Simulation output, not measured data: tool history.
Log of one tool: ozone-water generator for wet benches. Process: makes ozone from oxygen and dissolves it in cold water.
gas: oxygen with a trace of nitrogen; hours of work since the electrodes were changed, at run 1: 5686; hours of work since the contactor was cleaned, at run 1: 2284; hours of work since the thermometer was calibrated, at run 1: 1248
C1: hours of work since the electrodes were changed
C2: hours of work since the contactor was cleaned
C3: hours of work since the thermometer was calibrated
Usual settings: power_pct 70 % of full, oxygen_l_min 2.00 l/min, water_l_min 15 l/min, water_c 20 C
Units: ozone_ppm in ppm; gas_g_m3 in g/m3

Run 1, hour 0.0: usual settings; C1 5686; C2 2284; C3 1248. Result: ozone_ppm 10.3 ppm, gas_g_m3 171.1 g/m3.
Run 2, hour 183.9: usual settings but power_pct 44 % of full; C1 5866; C2 2464; C3 1428. Result: ozone_ppm 7.5 ppm, gas_g_m3 127.1 g/m3.
Run 3, hour 355.2: usual settings but power_pct 44 % of full; C1 6033; C2 2632; C3 1595. Result: ozone_ppm 7.6 ppm, gas_g_m3 127.8 g/m3.
Run 4, hour 481.6: usual settings but power_pct 60 % of full; C1 6157; C2 2755; C3 1719. Result: ozone_ppm 9.0 ppm, gas_g_m3 154.1 g/m3.
Run 5, hour 676.1: usual settings but power_pct 60 % of full; C1 6347; C2 2945; C3 1909. Result: ozone_ppm 9.2 ppm, gas_g_m3 152.3 g/m3.
At hour 693.9: contactor cleaned.
Run 6, hour 789.9: usual settings but power_pct 60 % of full; C1 6454; C2 94; C3 2016. Result: ozone_ppm 8.8 ppm, gas_g_m3 151.9 g/m3.
Run 7, hour 908.2: usual settings; C1 6570; C2 209; C3 2132. Result: ozone_ppm 9.4 ppm, gas_g_m3 165.5 g/m3.
Run 8, hour 1042.5: usual settings but water_c 15 C; C1 6701; C2 341; C3 2263. Result: ozone_ppm 9.9 ppm, gas_g_m3 165.5 g/m3.
Run 9, hour 1173.2: usual settings but power_pct 60 % of full, oxygen_l_min 3.14 l/min, water_l_min 17 l/min, water_c 25 C; C1 6829; C2 469; C3 2391. Result: ozone_ppm 8.0 ppm, gas_g_m3 122.8 g/m3.
Run 10, hour 1347.2: usual settings but power_pct 41 % of full, oxygen_l_min 1.51 l/min, water_l_min 18 l/min, water_c 28 C; C1 6999; C2 639; C3 2561. Result: ozone_ppm 5.1 ppm, gas_g_m3 136.7 g/m3.
Run 11, hour 1488.5: usual settings but water_l_min 21 l/min; C1 7137; C2 777; C3 2699. Result: ozone_ppm 6.8 ppm, gas_g_m3 163.0 g/m3.
At hour 1573.5: contactor cleaned, once more.
Run 12, hour 1621.2: usual settings but water_l_min 21 l/min; C1 7263; C2 47; C3 2825. Result: ozone_ppm 7.3 ppm, gas_g_m3 161.5 g/m3.
Run 13, hour 1704.1: usual settings but water_l_min 21 l/min; C1 7344; C2 128; C3 2906. Result: ozone_ppm 6.8 ppm, gas_g_m3 163.2 g/m3.
Run 14, hour 1870.7: usual settings but power_pct 49 % of full, water_c 27 C; C1 7507; C2 291; C3 3069. Result: ozone_ppm 7.3 ppm, gas_g_m3 130.9 g/m3.
Run 15, hour 1974.6: usual settings but power_pct 49 % of full, water_c 27 C; C1 7609; C2 392; C3 3170. Result: ozone_ppm 7.6 ppm, gas_g_m3 131.4 g/m3.

How the hidden state differs across the entries between the runs, from the last listed run before each to the first after it:
Between runs 5 and 6: contactor cleaned (hour 693.9)
  yield of the discharge, % of new electrodes': 84.4 -> 84.1; contactor's efficiency, % of a clean one's: 93.8 -> 89.3
  measured less the result without the state, ozone_ppm: -1.8 -> -2.2 ppm; gas_g_m3: -25.1 -> -25.6 g/m3
Between runs 11 and 12: contactor cleaned, once more (hour 1573.5)
  yield of the discharge, % of new electrodes': 82.4 -> 82.1; contactor's efficiency, % of a clean one's: 88 -> 98.6; true water temperature over the reading, C: 0.15 -> 0.16
  measured less the result without the state, ozone_ppm: -2.1 -> -1.7 ppm; gas_g_m3: -35.0 -> -35.2 g/m3

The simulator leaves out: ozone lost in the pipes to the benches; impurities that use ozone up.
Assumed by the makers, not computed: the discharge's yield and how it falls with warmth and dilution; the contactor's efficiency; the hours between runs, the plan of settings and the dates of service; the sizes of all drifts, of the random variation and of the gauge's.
